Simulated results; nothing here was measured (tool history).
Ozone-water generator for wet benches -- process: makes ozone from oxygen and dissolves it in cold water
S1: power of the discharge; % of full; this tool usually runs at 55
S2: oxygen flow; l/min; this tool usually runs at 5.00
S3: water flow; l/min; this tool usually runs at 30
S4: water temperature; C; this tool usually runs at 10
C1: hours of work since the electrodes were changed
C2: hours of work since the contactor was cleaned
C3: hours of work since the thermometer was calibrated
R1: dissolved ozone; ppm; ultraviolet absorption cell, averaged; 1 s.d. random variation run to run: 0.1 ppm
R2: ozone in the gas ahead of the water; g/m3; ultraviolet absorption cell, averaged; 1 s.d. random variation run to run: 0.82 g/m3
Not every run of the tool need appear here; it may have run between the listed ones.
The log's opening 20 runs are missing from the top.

run 21 hour=530.4 | S1=70 S2=5.00 S3=32 S4=9 | C1=1563 C2=2165 C3=118 | R1=15.4 R2=164.3
run 22 hour=554.0 | S1=70 S2=5.00 S3=29 S4=9 | C1=1583 C2=2185 C3=138 | R1=17.0 R2=163.5
run 23 hour=592.8 | S1=47 S2=6.61 S3=33 S4=5 | C1=1616 C2=2218 C3=171 | R1=11.7 R2=99.9
run 24 hour=628.1 | S1=47 S2=6.61 S3=33 S4=5 | C1=1647 C2=2249 C3=202 | R1=11.8 R2=100.1
run 25 hour=649.1 | S1=47 S2=6.61 S3=33 S4=5 | C1=1665 C2=2267 C3=220 | R1=11.4 R2=99.9
run 26 hour=680.2 | S1=47 S2=6.61 S3=33 S4=5 | C1=1692 C2=2294 C3=247 | R1=11.6 R2=98.9
run 27 hour=698.9 | S1=56 S2=4.19 S3=19 S4=14 | C1=1708 C2=2310 C3=263 | R1=18.5 R2=146.8
run 28 hour=732.4 | S1=66 S2=2.52 S3=47 S4=15 | C1=1737 C2=2339 C3=292 | R1=7.9 R2=226.1
run 29 hour=771.8 | S1=66 S2=2.52 S3=47 S4=15 | C1=1771 C2=2373 C3=326 | R1=7.9 R2=224.2
run 30 hour=804.1 | S1=66 S2=2.52 S3=47 S4=15 | C1=1799 C2=2401 C3=354 | R1=7.9 R2=227.7
run 31 hour=843.4 | S1=55 S2=5.00 S3=27 S4=10 | C1=1833 C2=2435 C3=388 | R1=14.3 R2=132.4
run 32 hour=864.3 | S1=55 S2=5.93 S3=31 S4=10 | C1=1851 C2=2453 C3=406 | R1=13.1 R2=120.5
run 33 hour=901.4 | S1=55 S2=6.87 S3=46 S4=9 | C1=1883 C2=2485 C3=438 | R1=9.5 R2=111.8

Here are 4 independent what-if runs from the current tool condition. What would each one return?
run A hour=938.7 | S1=55 S2=5.00 S3=27 S4=10 | C1=1916 C2=2518 C3=471 | R1=? R2=?
run B hour=938.7 | S1=55 S2=6.88 S3=30 S4=15 | C1=1916 C2=2518 C3=471 | R1=? R2=?
run C hour=938.7 | S1=45 S2=6.46 S3=46 S4=9 | C1=1916 C2=2518 C3=471 | R1=? R2=?
run D hour=938.7 | S1=54 S2=5.00 S3=26 S4=6 | C1=1916 C2=2518 C3=471 | R1=? R2=?

run=A R1=14.4 R2=132.9
run=B R1=12.9 R2=111.7
run=C R1=8.0 R2=97.1
run=D R1=15.2 R2=130.7
Had the tool no hidden state, the same runs would have come out as:
run=A R1=14.8 R2=134.6
run=B R1=13.3 R2=113.1
run=C R1=8.2 R2=98.1
run=D R1=15.6 R2=132.4

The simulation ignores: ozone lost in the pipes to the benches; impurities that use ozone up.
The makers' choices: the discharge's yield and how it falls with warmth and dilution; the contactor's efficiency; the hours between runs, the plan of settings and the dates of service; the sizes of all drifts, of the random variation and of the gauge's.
